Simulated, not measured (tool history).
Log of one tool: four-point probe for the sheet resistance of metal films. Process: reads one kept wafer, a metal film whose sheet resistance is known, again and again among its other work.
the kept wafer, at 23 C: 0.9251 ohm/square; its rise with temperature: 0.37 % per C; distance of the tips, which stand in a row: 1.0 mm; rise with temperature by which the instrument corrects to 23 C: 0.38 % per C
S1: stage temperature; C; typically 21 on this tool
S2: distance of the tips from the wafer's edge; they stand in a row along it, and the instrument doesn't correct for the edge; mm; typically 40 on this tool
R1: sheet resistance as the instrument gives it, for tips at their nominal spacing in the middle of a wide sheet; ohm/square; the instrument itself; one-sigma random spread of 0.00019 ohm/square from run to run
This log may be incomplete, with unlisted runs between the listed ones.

{"run": 1, "day": 0.0, "S1": 21, "S2": 40, "R1": 0.930021}
{"run": 2, "day": 0.629, "S1": 21, "S2": 40, "R1": 0.929629}
{"run": 3, "day": 1.35, "S1": 21, "S2": 40, "R1": 0.930113}
{"run": 4, "day": 2.0, "S1": 21, "S2": 40, "R1": 0.930066}
{"run": 5, "day": 2.721, "S1": 21, "S2": 40, "R1": 0.930392}
{"run": 6, "day": 3.454, "S1": 21, "S2": 40, "R1": 0.930465}
{"run": 7, "day": 3.862, "S1": 33, "S2": 9, "R1": 0.934713}
{"run": 8, "day": 4.596, "S1": 18, "S2": 5, "R1": 0.949791}

Run 9 has not been measured yet. What should we expect?
{"run": 9, "day": 5.233, "S1": 29, "S2": 59, "R1": "?"}

{"run 9": {"R1": 0.929596}}
Had the tool carried no hidden state, the very same run would have given R1 0.924774 ohm/square.
